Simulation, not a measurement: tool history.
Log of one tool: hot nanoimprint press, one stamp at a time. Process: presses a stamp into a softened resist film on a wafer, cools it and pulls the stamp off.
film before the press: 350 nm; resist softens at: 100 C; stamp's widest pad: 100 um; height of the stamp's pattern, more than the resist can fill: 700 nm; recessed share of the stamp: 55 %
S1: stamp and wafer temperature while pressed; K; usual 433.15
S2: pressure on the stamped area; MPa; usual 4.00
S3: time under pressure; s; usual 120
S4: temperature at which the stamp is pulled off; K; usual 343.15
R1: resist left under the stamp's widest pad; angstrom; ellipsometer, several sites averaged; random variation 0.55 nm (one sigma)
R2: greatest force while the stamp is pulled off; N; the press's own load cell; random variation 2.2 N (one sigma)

run   hour      S1    S2   S3      S4    R1   R2
  1    0.0  433.15  4.00  120  343.15  1918  184
  2   33.1  433.15  4.00  120  343.15  1937  192
  3   56.1  433.15  5.08  120  343.15  1713  190
  4   81.6  433.15  5.08  120  343.15  1705  192
  5  109.3  433.15  4.00  120  343.15  1930  194
  6  140.1  433.15  4.00  120  343.15  1937  203
     166.0  -- stamp cleaned and given a new release coat
  7  170.7  433.15  4.00  120  343.15  1952  173
  8  208.8  433.15  4.67  120  343.15  1806  178
  9  263.8  433.15  4.67  120  343.15  1809  185
 10  292.0  433.15  2.98  120  343.15  2257  188
 11  321.9  443.15  5.64  120  343.15  1002  192
     336.7  -- plate thermocouple calibrated
 12  353.0  436.15  2.54  120  349.15  2079  164
 13  388.1  433.15  4.00   61  343.15  2291  194
 14  415.8  433.15  4.00   61  343.15  2301  204

Forecast run 15:
     437.5  -- stamp cleaned and given a new release coat
 15  469.4  433.15  4.57  183  343.15   ?   ?

Run 15 gave R1 1575 angstrom, R2 172 N.
Without the tool's hidden state the same run would have given R1 1541 angstrom, R2 168 N.
